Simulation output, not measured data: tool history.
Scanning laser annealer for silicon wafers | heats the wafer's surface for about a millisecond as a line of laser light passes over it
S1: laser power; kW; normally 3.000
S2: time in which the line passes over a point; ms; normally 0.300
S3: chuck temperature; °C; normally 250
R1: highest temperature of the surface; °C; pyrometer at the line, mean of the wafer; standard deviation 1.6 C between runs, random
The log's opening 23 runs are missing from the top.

{"day": 8.771, "done": "window over the wafer cleaned, once more"}
{"run": 24, "day": 9.05, "S1": 3.0, "S2": 0.285, "S3": 258, "R1": 938}
{"run": 25, "day": 9.45, "S1": 2.731, "S2": 0.3, "S3": 250, "R1": 870}
{"run": 26, "day": 9.9, "S1": 3.0, "S2": 0.3, "S3": 285, "R1": 977}
{"run": 27, "day": 10.233, "S1": 3.159, "S2": 0.3, "S3": 215, "R1": 954}
{"run": 28, "day": 10.738, "S1": 3.159, "S2": 0.3, "S3": 215, "R1": 952}
{"run": 29, "day": 11.071, "S1": 3.159, "S2": 0.3, "S3": 215, "R1": 952}
{"run": 30, "day": 11.592, "S1": 3.0, "S2": 0.217, "S3": 229, "R1": 823}
{"run": 31, "day": 12.067, "S1": 3.0, "S2": 0.217, "S3": 229, "R1": 825}
{"run": 32, "day": 12.504, "S1": 2.928, "S2": 0.373, "S3": 248, "R1": 992}
{"run": 33, "day": 13.004, "S1": 2.616, "S2": 0.285, "S3": 248, "R1": 823}
{"run": 34, "day": 13.338, "S1": 2.774, "S2": 0.236, "S3": 282, "R1": 845}
{"run": 35, "day": 13.679, "S1": 2.825, "S2": 0.3, "S3": 289, "R1": 935}
{"run": 36, "day": 14.138, "S1": 2.705, "S2": 0.265, "S3": 289, "R1": 865}
{"run": 37, "day": 14.662, "S1": 3.0, "S2": 0.243, "S3": 220, "R1": 845}

Forecast each of these 3 alternatives for the next run:
{"run": "A", "day": 15.158, "S1": 2.742, "S2": 0.364, "S3": 262, "R1": "?"}
{"run": "B", "day": 15.158, "S1": 3.0, "S2": 0.272, "S3": 220, "R1": "?"}
{"run": "C", "day": 15.158, "S1": 2.928, "S2": 0.272, "S3": 220, "R1": "?"}

run=A R1=942
run=B R1=881
run=C R1=864
Without the tool's hidden state the same runs would have given:
run=A R1=954
run=B R1=892
run=C R1=875

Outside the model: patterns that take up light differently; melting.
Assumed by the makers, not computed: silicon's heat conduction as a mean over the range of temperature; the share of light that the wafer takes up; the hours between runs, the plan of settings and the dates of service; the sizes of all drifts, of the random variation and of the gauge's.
